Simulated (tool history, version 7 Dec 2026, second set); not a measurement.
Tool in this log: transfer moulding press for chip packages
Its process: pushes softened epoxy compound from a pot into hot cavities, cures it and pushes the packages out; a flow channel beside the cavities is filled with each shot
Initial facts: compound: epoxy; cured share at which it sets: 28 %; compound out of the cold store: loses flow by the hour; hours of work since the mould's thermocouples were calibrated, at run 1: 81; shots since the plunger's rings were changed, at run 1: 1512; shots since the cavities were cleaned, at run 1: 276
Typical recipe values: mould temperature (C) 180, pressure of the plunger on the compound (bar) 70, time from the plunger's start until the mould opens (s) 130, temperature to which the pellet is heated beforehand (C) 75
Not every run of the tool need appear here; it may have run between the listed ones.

run,day,mould temperature (C),pressure of the plunger on the compound (bar),time from the plunger's start until the mould opens (s),temperature to which the pellet is heated beforehand (C),hours of work since the mould's thermocouples were calibrated,shots since the plunger's rings were changed,shots since the cavities were cleaned,incoming compound's hours out of the cold store,length that the compound runs in the flow channel (mm),greatest force on the pins that push the packages out (N)
1,0,180,70,130,75,81,1512,276,28,798,395
2,1.679,180,70,130,75,103,1801,565,33.4,763,455
3,3.071,180,70,130,76,120,2040,804,39.9,729,502
# day 3.358: cavities cleaned with cleaning compound and waxed
4,5.458,180,70,130,76,149,2441,362,24.7,811,429
5,7.058,180,70,130,76,170,2716,637,17.3,830,491
# day 8.221: cavities cleaned with cleaning compound and waxed
6,9.038,180,70,130,75,194,3045,140,28.7,777,319
7,10.842,180,70,124,75,216,3356,451,25.2,783,467
# day 11.571: plunger's sealing rings changed
8,12.471,180,70,124,75,236,154,713,31.4,791,524
# day 13.112: cavities cleaned with cleaning compound and waxed
9,14.092,180,70,130,75,255,422,168,30.3,804,345
10,16.592,180,70,130,75,287,853,599,13.4,882,481
# day 17.992: cavities cleaned with cleaning compound and waxed
11,18.529,180,70,130,75,311,1175,92,27.4,806,305
12,19.779,180,70,130,75,326,1390,307,15.4,851,392
13,21.675,180,70,130,75,350,1716,633,27.6,792,497
# day 22.767: cavities cleaned with cleaning compound and waxed
14,23.021,180,70,130,75,366,1938,44,44.9,716,260
15,24.35,180,70,146,78,383,2166,272,22.3,821,364
16,26.383,180,70,146,74,409,2516,622,43,708,433
# day 27.596: cavities cleaned with cleaning compound and waxed
17,29.171,182,70,135,82,443,2985,271,17.5,812,361
18,31.246,181,69.7,130,75,469,3342,628,45.1,686,451
# day 31.942: plunger's sealing rings changed
# day 32.458: cavities cleaned with cleaning compound and waxed
19,32.988,181,69.7,130,75,489,169,91,25.5,816,299
20,35.596,177,69.7,130,75,522,618,540,47,722,493
# day 37.217: cavities cleaned with cleaning compound and waxed
# day 37.867: mould's thermocouples calibrated
21,38.471,177,69.7,130,75,8,1087,201,14.1,891,428
22,40.612,184,69.7,130,73,35,1456,570,8.2,904,443
# day 42.129: cavities cleaned with cleaning compound and waxed
23,42.129,182,69.7,121,73,53,1706,0,36,755,268
24,44.192,179,74.2,130,75,79,2061,355,28,806,440

Branching from run 24: 4 alternative next runs. What would each branch give?
A,45.292,180,74.2,162,76,93,2250,544,26.9,?,?
B,45.292,180,64.7,130,75,93,2250,544,12.4,?,?
C,45.292,181,61.3,160,75,93,2250,544,34.2,?,?
D,45.292,184,74.2,130,74,93,2250,544,20.5,?,?

run,length that the compound runs in the flow channel (mm),greatest force on the pins that push the packages out (N)
A,809,412
B,822,509
C,712,428
D,844,418
Without the tool's hidden state the same runs would have given:
run,length that the compound runs in the flow channel (mm),greatest force on the pins that push the packages out (N)
A,847,222
B,861,279
C,746,233
D,884,225
